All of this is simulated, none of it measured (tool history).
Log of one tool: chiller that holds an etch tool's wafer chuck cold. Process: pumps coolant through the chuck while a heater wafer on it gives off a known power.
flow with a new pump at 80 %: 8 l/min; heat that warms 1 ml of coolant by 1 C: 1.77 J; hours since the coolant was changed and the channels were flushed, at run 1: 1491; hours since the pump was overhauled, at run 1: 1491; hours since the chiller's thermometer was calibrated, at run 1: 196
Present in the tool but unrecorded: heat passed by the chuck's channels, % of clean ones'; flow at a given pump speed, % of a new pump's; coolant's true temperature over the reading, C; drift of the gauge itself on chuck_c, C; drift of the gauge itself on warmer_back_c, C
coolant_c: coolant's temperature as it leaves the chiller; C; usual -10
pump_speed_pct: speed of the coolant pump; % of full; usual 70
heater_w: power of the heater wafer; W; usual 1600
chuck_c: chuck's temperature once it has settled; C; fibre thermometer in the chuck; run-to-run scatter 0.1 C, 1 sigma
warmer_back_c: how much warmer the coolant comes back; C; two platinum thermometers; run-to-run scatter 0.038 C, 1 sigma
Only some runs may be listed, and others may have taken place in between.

| run | hour | coolant_c | pump_speed_pct | heater_w | hours since the coolant was changed and the channels were flushed | hours since the pump was overhauled | hours since the chiller's thermometer was calibrated | chuck_c | warmer_back_c |
|---|---|---|---|---|---|---|---|---|---|
| 1 | 0 | -10 | 70 | 1600 | 1491 | 1491 | 196 | 5.3 | 8.22 |
| 2 | 33.1 | -2 | 70 | 1600 | 1524 | 1524 | 229 | 13.3 | 8.23 |
| 3 | 80.1 | -2 | 91 | 1600 | 1571 | 1571 | 276 | 10.5 | 6.23 |
| 4 | 124.7 | -2 | 91 | 1600 | 1615 | 1615 | 321 | 10.4 | 6.23 |
| 5 | 173 | -2 | 91 | 1600 | 1664 | 1664 | 369 | 10.7 | 6.23 |
| 6 | 241.6 | -2 | 91 | 2166 | 1732 | 1732 | 437 | 14.8 | 8.47 |
| 7 | 274.9 | -10 | 70 | 1600 | 1766 | 1766 | 471 | 5.6 | 8.24 |
| 8 | 322.7 | -10 | 70 | 1600 | 1813 | 1813 | 519 | 5.4 | 8.31 |
| 9 | 382 | -10 | 70 | 1600 | 1873 | 1873 | 578 | 5.5 | 8.36 |
| 10 | 442.4 | -10 | 70 | 1600 | 1933 | 1933 | 638 | 5.7 | 8.24 |
| 11 | 494.8 | -10 | 70 | 1599 | 1986 | 1986 | 691 | 5.8 | 8.43 |
| 12 | 525.6 | -10 | 70 | 1599 | 2016 | 2016 | 722 | 5.7 | 8.39 |
| 13 | 556.1 | -10 | 70 | 1600 | 2047 | 2047 | 752 | 5.7 | 8.41 |
| 14 | 623.6 | -10 | 70 | 1600 | 2114 | 2114 | 820 | 5.5 | 8.42 |
| 15 | 679.4 | -10 | 70 | 1600 | 2170 | 2170 | 875 | 5.8 | 8.45 |
| 16 | 741.9 | -10 | 70 | 1600 | 2233 | 2233 | 938 | 5.8 | 8.41 |
| 17 | 809.2 | -1 | 70 | 1600 | 2300 | 2300 | 1005 | 14.9 | 8.51 |
| 18 | 879.1 | -10 | 97 | 1600 | 2370 | 2370 | 1075 | 2.1 | 6.02 |
| 19 | 931.5 | -10 | 97 | 1600 | 2422 | 2422 | 1127 | 2.4 | 5.96 |
| 20 | 983.9 | -6 | 96 | 2180 | 2475 | 2475 | 1180 | 10.9 | 8.21 |
| 21 | 1046.9 | -13 | 69 | 908 | 2538 | 2538 | 1243 | -4.1 | 4.95 |
|  | 1053.9 | chiller's thermometer calibrated |
| 22 | 1099.1 | -15 | 80 | 1399 | 2589 | 2589 | 45 | -2.6 | 6.49 |
| 23 | 1152.8 | -4 | 80 | 1555 | 2642 | 2642 | 99 | 9.8 | 7.16 |

Run 24 comes next. What will it give?
| 24 | 1221.2 | -9 | 74 | 1940 | 2711 | 2711 | 167 | ? | ? |

Run 24 produced chuck_c 9.6 C, warmer_back_c 9.82 C.
If the tool had no hidden condition, the same run with the same run-to-run variation would have returned chuck_c 7.2 C, warmer_back_c 8.94 C.
